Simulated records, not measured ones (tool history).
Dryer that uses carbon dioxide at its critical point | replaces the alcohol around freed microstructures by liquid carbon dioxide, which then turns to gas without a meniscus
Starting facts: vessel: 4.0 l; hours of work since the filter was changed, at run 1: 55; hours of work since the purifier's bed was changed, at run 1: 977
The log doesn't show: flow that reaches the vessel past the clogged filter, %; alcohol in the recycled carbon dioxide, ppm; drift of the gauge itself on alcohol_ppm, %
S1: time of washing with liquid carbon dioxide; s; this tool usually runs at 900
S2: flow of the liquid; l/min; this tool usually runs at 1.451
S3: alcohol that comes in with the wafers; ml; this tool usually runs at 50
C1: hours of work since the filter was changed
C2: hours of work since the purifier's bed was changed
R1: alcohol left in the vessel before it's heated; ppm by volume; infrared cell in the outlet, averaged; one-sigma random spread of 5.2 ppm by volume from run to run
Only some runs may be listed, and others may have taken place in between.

{"run": 1, "hour": 0.0, "S1": 900, "S2": 1.451, "S3": 50, "C1": 55, "C2": 977, "R1": 285}
{"run": 2, "hour": 33.7, "S1": 780, "S2": 1.451, "S3": 50, "C1": 75, "C2": 996, "R1": 386}
{"run": 3, "hour": 82.1, "S1": 780, "S2": 1.451, "S3": 50, "C1": 102, "C2": 1024, "R1": 385}
{"run": 4, "hour": 128.4, "S1": 900, "S2": 1.451, "S3": 50, "C1": 129, "C2": 1050, "R1": 314}
{"hour": 172.2, "done": "purifier's bed changed"}
{"run": 5, "hour": 172.2, "S1": 900, "S2": 1.451, "S3": 50, "C1": 152, "C2": 0, "R1": 132}
{"run": 6, "hour": 217.1, "S1": 900, "S2": 1.451, "S3": 50, "C1": 178, "C2": 26, "R1": 135}
{"run": 7, "hour": 274.1, "S1": 900, "S2": 1.451, "S3": 50, "C1": 210, "C2": 58, "R1": 135}
{"run": 8, "hour": 303.1, "S1": 900, "S2": 1.451, "S3": 50, "C1": 227, "C2": 75, "R1": 142}
{"run": 9, "hour": 344.9, "S1": 900, "S2": 1.451, "S3": 50, "C1": 251, "C2": 99, "R1": 161}
{"run": 10, "hour": 388.3, "S1": 1200, "S2": 1.451, "S3": 50, "C1": 275, "C2": 123, "R1": 59}
{"run": 11, "hour": 420.9, "S1": 900, "S2": 2.42, "S3": 50, "C1": 294, "C2": 142, "R1": 44}
{"run": 12, "hour": 448.2, "S1": 660, "S2": 2.42, "S3": 50, "C1": 310, "C2": 158, "R1": 95}
{"run": 13, "hour": 496.3, "S1": 660, "S2": 2.42, "S3": 50, "C1": 337, "C2": 185, "R1": 103}
{"run": 14, "hour": 532.7, "S1": 540, "S2": 2.03, "S3": 34, "C1": 358, "C2": 206, "R1": 265}
{"run": 15, "hour": 575.1, "S1": 840, "S2": 0.87, "S3": 28, "C1": 382, "C2": 230, "R1": 646}
{"run": 16, "hour": 616.1, "S1": 840, "S2": 0.87, "S3": 28, "C1": 406, "C2": 254, "R1": 626}
{"run": 17, "hour": 644.0, "S1": 840, "S2": 0.87, "S3": 28, "C1": 422, "C2": 270, "R1": 640}
{"run": 18, "hour": 678.0, "S1": 660, "S2": 0.87, "S3": 97, "C1": 441, "C2": 289, "R1": 3477}
{"run": 19, "hour": 736.6, "S1": 660, "S2": 0.87, "S3": 97, "C1": 474, "C2": 322, "R1": 3573}
{"hour": 759.8, "done": "inlet filter changed"}
{"run": 20, "hour": 780.7, "S1": 900, "S2": 1.451, "S3": 25, "C1": 12, "C2": 347, "R1": 111}
{"run": 21, "hour": 816.1, "S1": 900, "S2": 1.451, "S3": 25, "C1": 32, "C2": 367, "R1": 114}
{"run": 22, "hour": 863.4, "S1": 1140, "S2": 1.451, "S3": 93, "C1": 59, "C2": 394, "R1": 130}

Selected run-to-run steps in R1, each split into two signed amounts: the part the tool would show with no hidden state at all (from settings, incoming material and random variation), and the remainder, which goes to the hidden state together with any gauge scatter not common to the measured and the hidden-state-free results:
Run 17 -> 18: S1 840 -> 660, S3 28 -> 97. R1 +2837 ppm by volume: hidden state +643, all else +2194.
Run 19 -> 20: S1 660 -> 900, S2 0.870 -> 1.451, S3 97 -> 25, inlet filter changed. R1 -3462 ppm by volume: hidden state -877, all else -2585.
